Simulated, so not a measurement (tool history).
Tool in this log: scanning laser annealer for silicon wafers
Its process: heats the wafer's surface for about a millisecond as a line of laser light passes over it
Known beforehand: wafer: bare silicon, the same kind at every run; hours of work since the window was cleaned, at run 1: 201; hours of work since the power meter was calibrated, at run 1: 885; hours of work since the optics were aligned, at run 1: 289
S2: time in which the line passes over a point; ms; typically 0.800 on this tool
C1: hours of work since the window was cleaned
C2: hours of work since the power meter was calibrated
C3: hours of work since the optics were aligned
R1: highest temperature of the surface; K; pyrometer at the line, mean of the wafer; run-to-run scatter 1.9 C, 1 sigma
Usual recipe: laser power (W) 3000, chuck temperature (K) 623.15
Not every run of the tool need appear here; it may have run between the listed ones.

run 1 hour=0.0 | laser_power_(W)=3000 S2=0.800 chuck_temperature_(K)=623.15 | C1=201 C2=885 C3=289 | R1=1415.15
run 2 hour=22.2 | laser_power_(W)=3000 S2=0.800 chuck_temperature_(K)=623.15 | C1=217 C2=901 C3=306 | R1=1418.15
run 3 hour=64.2 | laser_power_(W)=3000 S2=0.800 chuck_temperature_(K)=623.15 | C1=248 C2=932 C3=336 | R1=1418.15
run 4 hour=104.2 | laser_power_(W)=3000 S2=0.800 chuck_temperature_(K)=623.15 | C1=277 C2=961 C3=366 | R1=1417.15
run 5 hour=127.0 | laser_power_(W)=3000 S2=0.800 chuck_temperature_(K)=623.15 | C1=294 C2=978 C3=382 | R1=1418.15
run 6 hour=156.2 | laser_power_(W)=3000 S2=0.598 chuck_temperature_(K)=623.15 | C1=315 C2=999 C3=404 | R1=1304.15
run 7 hour=176.7 | laser_power_(W)=3000 S2=0.598 chuck_temperature_(K)=623.15 | C1=330 C2=1014 C3=419 | R1=1305.15
run 8 hour=220.7 | laser_power_(W)=3000 S2=0.598 chuck_temperature_(K)=623.15 | C1=362 C2=1046 C3=451 | R1=1303.15
run 9 hour=264.2 | laser_power_(W)=3000 S2=0.598 chuck_temperature_(K)=623.15 | C1=394 C2=1078 C3=483 | R1=1307.15
run 10 hour=290.4 | laser_power_(W)=3000 S2=0.800 chuck_temperature_(K)=623.15 | C1=413 C2=1097 C3=502 | R1=1419.15
run 11 hour=308.9 | laser_power_(W)=3000 S2=0.800 chuck_temperature_(K)=623.15 | C1=427 C2=1111 C3=515 | R1=1417.15
run 12 hour=351.5 | laser_power_(W)=3000 S2=0.798 chuck_temperature_(K)=623.15 | C1=458 C2=1142 C3=546 | R1=1417.15
run 13 hour=388.2 | laser_power_(W)=3000 S2=0.798 chuck_temperature_(K)=623.15 | C1=485 C2=1169 C3=573 | R1=1417.15
run 14 hour=430.0 | laser_power_(W)=3000 S2=0.798 chuck_temperature_(K)=623.15 | C1=515 C2=1199 C3=604 | R1=1415.15
run 15 hour=449.0 | laser_power_(W)=2708 S2=0.800 chuck_temperature_(K)=623.15 | C1=529 C2=1213 C3=618 | R1=1318.15
run 16 hour=492.6 | laser_power_(W)=2708 S2=0.800 chuck_temperature_(K)=656.15 | C1=561 C2=1245 C3=649 | R1=1353.15
run 17 hour=531.7 | laser_power_(W)=3000 S2=0.800 chuck_temperature_(K)=623.15 | C1=590 C2=1274 C3=678 | R1=1417.15
run 18 hour=551.8 | laser_power_(W)=2709 S2=0.800 chuck_temperature_(K)=623.15 | C1=604 C2=1288 C3=693 | R1=1316.15
run 19 hour=594.1 | laser_power_(W)=3000 S2=0.800 chuck_temperature_(K)=595.15 | C1=635 C2=1319 C3=724 | R1=1388.15
run 20 hour=636.9 | laser_power_(W)=3000 S2=0.800 chuck_temperature_(K)=595.15 | C1=666 C2=1351 C3=755 | R1=1386.15
run 21 hour=662.0 | laser_power_(W)=3000 S2=0.594 chuck_temperature_(K)=623.15 | C1=685 C2=1369 C3=773 | R1=1301.15
run 22 hour=704.6 | laser_power_(W)=3000 S2=0.594 chuck_temperature_(K)=623.15 | C1=716 C2=1400 C3=804 | R1=1301.15
run 23 hour=734.2 | laser_power_(W)=3150 S2=0.811 chuck_temperature_(K)=646.15 | C1=738 C2=1422 C3=826 | R1=1499.15
-- hour=759.4 optics aligned, line set to its width
run 24 hour=763.9 | laser_power_(W)=3174 S2=0.811 chuck_temperature_(K)=646.15 | C1=756 C2=1440 C3=3 | R1=1507.15
run 25 hour=804.4 | laser_power_(W)=2933 S2=0.800 chuck_temperature_(K)=623.15 | C1=785 C2=1469 C3=33 | R1=1391.15
run 26 hour=834.7 | laser_power_(W)=2933 S2=0.800 chuck_temperature_(K)=623.15 | C1=807 C2=1492 C3=55 | R1=1394.15
run 27 hour=878.2 | laser_power_(W)=2851 S2=0.800 chuck_temperature_(K)=647.15 | C1=839 C2=1523 C3=87 | R1=1387.15
-- hour=908.4 window over the wafer cleaned
run 28 hour=918.1 | laser_power_(W)=2851 S2=0.800 chuck_temperature_(K)=647.15 | C1=7 C2=1551 C3=115 | R1=1392.15
run 29 hour=954.1 | laser_power_(W)=2763 S2=0.800 chuck_temperature_(K)=647.15 | C1=33 C2=1577 C3=141 | R1=1363.15
run 30 hour=979.8 | laser_power_(W)=3296 S2=0.566 chuck_temperature_(K)=647.15 | C1=52 C2=1596 C3=160 | R1=1402.15
run 31 hour=1022.4 | laser_power_(W)=3296 S2=0.566 chuck_temperature_(K)=647.15 | C1=83 C2=1627 C3=191 | R1=1395.15
run 32 hour=1053.3 | laser_power_(W)=2736 S2=0.960 chuck_temperature_(K)=623.15 | C1=106 C2=1650 C3=213 | R1=1401.15
run 33 hour=1077.6 | laser_power_(W)=2736 S2=0.883 chuck_temperature_(K)=623.15 | C1=124 C2=1668 C3=231 | R1=1364.15
run 34 hour=1117.5 | laser_power_(W)=2736 S2=0.883 chuck_temperature_(K)=623.15 | C1=153 C2=1697 C3=260 | R1=1364.15
run 35 hour=1146.8 | laser_power_(W)=2850 S2=0.883 chuck_temperature_(K)=642.15 | C1=174 C2=1718 C3=282 | R1=1427.15
run 36 hour=1187.3 | laser_power_(W)=2557 S2=0.876 chuck_temperature_(K)=601.15 | C1=204 C2=1748 C3=311 | R1=1277.15
run 37 hour=1221.3 | laser_power_(W)=2769 S2=0.624 chuck_temperature_(K)=623.15 | C1=229 C2=1773 C3=336 | R1=1252.15
run 38 hour=1245.8 | laser_power_(W)=3033 S2=0.884 chuck_temperature_(K)=623.15 | C1=247 C2=1791 C3=354 | R1=1477.15
run 39 hour=1282.2 | laser_power_(W)=2665 S2=0.918 chuck_temperature_(K)=591.15 | C1=273 C2=1817 C3=381 | R1=1324.15
run 40 hour=1303.2 | laser_power_(W)=2665 S2=0.918 chuck_temperature_(K)=627.15 | C1=289 C2=1833 C3=396 | R1=1360.15

Hidden state at the last listed run before each entry between runs and at the first one after, where it differs:
From run 23 to run 24: optics aligned, line set to its width (hour 759.4)
  width of the line over the set one, %: 0.07 -> 0.01
From run 27 to run 28: window over the wafer cleaned (hour 908.4)
  light that passes the window, % of a clean one's: 99.89 -> 99.99
